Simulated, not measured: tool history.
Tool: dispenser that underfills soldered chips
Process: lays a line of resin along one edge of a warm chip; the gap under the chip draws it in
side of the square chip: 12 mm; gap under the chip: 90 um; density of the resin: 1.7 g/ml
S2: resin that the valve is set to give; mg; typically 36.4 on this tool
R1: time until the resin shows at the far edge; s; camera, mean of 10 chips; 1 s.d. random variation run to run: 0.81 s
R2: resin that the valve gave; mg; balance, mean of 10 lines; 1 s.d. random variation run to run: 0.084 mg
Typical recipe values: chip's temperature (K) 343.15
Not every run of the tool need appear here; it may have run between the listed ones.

Run 1, hour 0.0: usual settings. Result: R1 108.0 s, R2 35.90 mg.
At hour 4.8: new syringe of resin.
Run 2, hour 5.8: usual settings. Result: R1 74.1 s, R2 35.94 mg.
Run 3, hour 11.6: usual settings. Result: R1 89.3 s, R2 35.98 mg.
Run 4, hour 14.7: usual settings. Result: R1 97.9 s, R2 35.81 mg.
Run 5, hour 19.1: usual settings. Result: R1 115.7 s, R2 35.81 mg.
At hour 21.8: new syringe of resin.
Run 6, hour 25.0: usual settings. Result: R1 80.2 s, R2 35.89 mg.
Run 7, hour 27.8: usual settings but chip's temperature (K) 340.15. Result: R1 100.2 s, R2 35.71 mg.
Run 8, hour 30.7: usual settings but chip's temperature (K) 340.15. Result: R1 115.1 s, R2 35.63 mg.

Expected results for the next run?
Run 9, hour 37.3: usual settings but chip's temperature (K) 340.15, S2 38.9 mg. Result: R1 ?, R2 ?.

R1: 140.9 s
R2: 38.01 mg
If the tool had no hidden condition, the same run with the same run-to-run variation would have returned R1 87.0 s, R2 38.81 mg.

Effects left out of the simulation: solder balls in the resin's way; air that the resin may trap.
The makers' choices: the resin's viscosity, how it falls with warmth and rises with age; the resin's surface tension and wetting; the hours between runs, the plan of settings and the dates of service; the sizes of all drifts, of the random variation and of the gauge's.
